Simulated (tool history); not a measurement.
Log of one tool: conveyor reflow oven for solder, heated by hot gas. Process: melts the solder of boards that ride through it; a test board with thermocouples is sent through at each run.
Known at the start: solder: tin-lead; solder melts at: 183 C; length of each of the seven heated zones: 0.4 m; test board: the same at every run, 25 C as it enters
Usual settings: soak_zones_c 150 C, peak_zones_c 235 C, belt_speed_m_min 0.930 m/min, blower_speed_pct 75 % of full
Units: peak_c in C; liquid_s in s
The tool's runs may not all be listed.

run   hour  soak_zones_c  peak_zones_c  belt_speed_m_min  blower_speed_pct  peak_c  liquid_s
  1    0.0           150           235             0.930                75   223.1      44.4
  2   26.6           150           235             0.930                75   223.3      44.5
  3   50.0           150           235             0.882                75   224.1      48.1
  4   71.3           150           235             0.882                75   224.2      48.3
  5  100.8           150           235             0.882                75   224.0      47.8
  6  124.3           150           235             0.959                75   221.6      43.1
  7  154.2           150           235             0.930                75   222.0      44.8
  8  190.4           150           235             0.930                75   222.2      44.7
     215.0  -- flux residue cleaned out of gas plates and filters
  9  216.8           150           235             0.930                75   221.7      44.9
     237.9  -- thermocouples of zones 6 and 7 changed
 10  255.3           150           235             0.930                75   217.5      42.7
 11  288.6           150           235             0.930                75   217.5      42.7
     299.2  -- flux residue cleaned out of gas plates and filters, once more
 12  332.2           150           235             0.930                75   220.5      44.2
 13  371.4           150           235             0.930                75   220.3      43.7
 14  408.9           150           235             0.930                75   220.2      44.0
 15  427.2           150           235             0.930                75   219.3      44.4
 16  465.5           136           235             0.930                75   217.6      39.1
 17  498.2           136           235             0.930                75   217.8      38.7
 18  539.1           155           235             0.930                62   216.8      43.3
 19  557.6           139           248             0.824                84   234.8      52.9
 20  583.4           147           229             0.982                71   211.3      35.9
 21  602.4           161           235             0.930                51   214.5      43.6
 22  636.1           150           233             0.930                50   210.2      36.4
     671.1  -- flux residue cleaned out of gas plates and filters
 23  681.9           143           235             1.007                86   220.3      39.4
 24  700.6           143           235             1.007                86   219.9      39.4
 25  737.3           142           232             0.930                75   216.1      40.6
 26  762.6           142           232             1.012                89   218.0      37.7
 27  799.1           142           232             1.012                89   217.8      37.9
 28  836.2           150           235             0.793                87   227.3      56.0
 29  865.1           150           235             0.793                87   226.6      56.2
 30  904.6           150           235             0.793                87   227.8      56.6
 31  925.0           154           235             0.793                64   222.2      54.9
 32  951.4           160           237             0.793                64   225.2      58.8

3 ways to go on from here, each from the tool as it stands after run 32. What would each give?
  A  988.6           135           246             0.793                63       ?         ?
  B  988.6           135           241             0.930                77       ?         ?
  C  988.6           150           235             0.930                53       ?         ?

run  peak_c  liquid_s
  A   228.7      52.2
  B   223.1      41.7
  C   213.0      39.6
Without the tool's hidden state the same runs would have given:
run  peak_c  liquid_s
  A   228.3      50.4
  B   223.1      40.4
  C   212.5      38.1
